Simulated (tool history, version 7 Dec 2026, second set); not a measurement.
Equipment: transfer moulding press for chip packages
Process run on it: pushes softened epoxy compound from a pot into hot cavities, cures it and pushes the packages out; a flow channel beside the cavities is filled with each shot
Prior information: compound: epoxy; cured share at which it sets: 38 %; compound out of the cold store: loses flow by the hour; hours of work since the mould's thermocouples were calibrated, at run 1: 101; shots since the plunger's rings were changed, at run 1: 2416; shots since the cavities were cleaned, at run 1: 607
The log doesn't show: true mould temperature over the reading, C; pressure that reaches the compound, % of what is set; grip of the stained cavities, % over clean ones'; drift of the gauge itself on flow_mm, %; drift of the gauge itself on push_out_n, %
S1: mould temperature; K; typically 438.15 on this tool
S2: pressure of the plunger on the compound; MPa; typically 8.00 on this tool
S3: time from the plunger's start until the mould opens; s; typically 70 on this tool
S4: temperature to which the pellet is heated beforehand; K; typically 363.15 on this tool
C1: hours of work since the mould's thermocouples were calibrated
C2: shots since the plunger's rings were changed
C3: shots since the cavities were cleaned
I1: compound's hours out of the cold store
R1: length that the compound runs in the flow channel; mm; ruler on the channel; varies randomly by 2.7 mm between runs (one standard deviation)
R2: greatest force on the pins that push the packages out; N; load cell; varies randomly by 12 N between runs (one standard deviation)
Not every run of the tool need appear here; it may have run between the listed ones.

| run | day | S1 | S2 | S3 | S4 | C1 | C2 | C3 | I1 | R1 | R2 |
|---|---|---|---|---|---|---|---|---|---|---|---|
| 1 | 0.000 | 438.15 | 8.00 | 70 | 363.15 | 101 | 2416 | 607 | 29.7 | 894 | 1231 |
| 2 | 0.212 | 438.15 | 8.00 | 105 | 363.15 | 104 | 2486 | 677 | 20.1 | 930 | 959 |
| 3 | 0.400 | 438.15 | 8.00 | 105 | 363.15 | 107 | 2547 | 738 | 21.2 | 929 | 993 |
| 4 | 0.629 | 438.15 | 8.00 | 70 | 363.15 | 110 | 2622 | 813 | 17.1 | 942 | 1241 |
| 5 | 0.833 | 438.15 | 8.00 | 70 | 372.15 | 113 | 2689 | 880 | 45.9 | 826 | 1175 |
| 6 | 1.062 | 438.15 | 8.00 | 70 | 363.15 | 116 | 2764 | 955 | 25.7 | 906 | 1333 |
| 7 | 1.446 | 438.15 | 8.00 | 70 | 363.15 | 122 | 2888 | 1079 | 22.3 | 915 | 1395 |
| 8 | 1.671 | 438.15 | 8.00 | 70 | 363.15 | 125 | 2963 | 1154 | 24.9 | 902 | 1363 |
|  | 1.771 | cavities cleaned with cleaning compound and waxed |
| 9 | 2.075 | 438.15 | 8.00 | 70 | 363.15 | 130 | 3075 | 100 | 16.4 | 946 | 1601 |
| 10 | 2.408 | 438.15 | 8.00 | 70 | 363.15 | 134 | 3183 | 208 | 35.8 | 860 | 1456 |
| 11 | 2.679 | 438.15 | 8.00 | 70 | 363.15 | 138 | 3272 | 297 | 22.1 | 915 | 1496 |
| 12 | 2.912 | 443.15 | 8.00 | 70 | 363.15 | 141 | 3348 | 373 | 15.0 | 936 | 1263 |
| 13 | 3.104 | 443.15 | 8.00 | 70 | 363.15 | 144 | 3411 | 436 | 13.3 | 941 | 1217 |
| 14 | 3.483 | 443.15 | 8.00 | 70 | 363.15 | 149 | 3535 | 560 | 36.8 | 844 | 1209 |
|  | 3.692 | cavities cleaned with cleaning compound and waxed, once more |
| 15 | 3.929 | 437.15 | 8.00 | 71 | 369.15 | 155 | 3659 | 77 | 13.0 | 955 | 751 |
| 16 | 4.317 | 442.15 | 8.00 | 70 | 363.15 | 160 | 3786 | 204 | 19.3 | 911 | 794 |
| 17 | 4.617 | 442.15 | 8.00 | 70 | 363.15 | 164 | 3885 | 303 | 44.1 | 810 | 855 |
| 18 | 4.850 | 438.15 | 8.00 | 90 | 355.15 | 167 | 3961 | 379 | 47.7 | 807 | 872 |
|  | 5.183 | plunger's sealing rings changed |
| 19 | 5.238 | 438.15 | 7.36 | 61 | 354.15 | 171 | 18 | 472 | 22.3 | 906 | 1732 |
| 20 | 5.596 | 438.15 | 7.36 | 61 | 354.15 | 176 | 135 | 589 | 37.9 | 844 | 1763 |
| 21 | 5.912 | 438.15 | 7.36 | 61 | 354.15 | 181 | 239 | 693 | 10.9 | 959 | 2000 |
| 22 | 6.146 | 436.15 | 7.36 | 98 | 366.15 | 184 | 314 | 768 | 41.8 | 831 | 973 |
| 23 | 6.421 | 437.15 | 6.86 | 98 | 366.15 | 188 | 405 | 859 | 28.0 | 854 | 1012 |
| 24 | 6.625 | 438.15 | 9.08 | 68 | 369.15 | 191 | 471 | 925 | 18.4 | 1026 | 1413 |
| 25 | 6.842 | 434.15 | 6.50 | 51 | 363.15 | 194 | 543 | 997 | 34.5 | 808 | 3634 |
| 26 | 7.212 | 439.15 | 6.50 | 78 | 363.15 | 199 | 663 | 1117 | 8.1 | 905 | 1144 |
|  | 7.421 | cavities cleaned with cleaning compound and waxed |
| 27 | 7.508 | 438.15 | 9.03 | 70 | 363.15 | 202 | 740 | 29 | 37.0 | 933 | 620 |
| 28 | 7.908 | 435.15 | 7.59 | 66 | 368.15 | 208 | 871 | 160 | 14.4 | 956 | 1206 |

Consider 5 possible next runs. They are alternatives, not a sequence: every one starts from the tool as it was left by run 28. What does each give?
| A | 8.238 | 438.15 | 6.60 | 62 | 363.15 | 213 | 978 | 267 | 19.6 | ? | ? |
| B | 8.238 | 438.15 | 6.75 | 104 | 363.15 | 213 | 978 | 267 | 20.8 | ? | ? |
| C | 8.238 | 438.15 | 8.00 | 62 | 363.15 | 213 | 978 | 267 | 42.0 | ? | ? |
| D | 8.238 | 438.15 | 9.39 | 70 | 359.15 | 213 | 978 | 267 | 35.1 | ? | ? |
| E | 8.238 | 438.15 | 9.14 | 70 | 354.15 | 213 | 978 | 267 | 44.0 | ? | ? |

| run | R1 | R2 |
|---|---|---|
| A | 857 | 1377 |
| B | 869 | 755 |
| C | 857 | 1218 |
| D | 957 | 1025 |
| E | 901 | 1005 |
Had the tool no hidden state, the same runs would have come out as:
| run | R1 | R2 |
|---|---|---|
| A | 867 | 773 |
| B | 880 | 437 |
| C | 868 | 684 |
| D | 968 | 581 |
| E | 912 | 569 |

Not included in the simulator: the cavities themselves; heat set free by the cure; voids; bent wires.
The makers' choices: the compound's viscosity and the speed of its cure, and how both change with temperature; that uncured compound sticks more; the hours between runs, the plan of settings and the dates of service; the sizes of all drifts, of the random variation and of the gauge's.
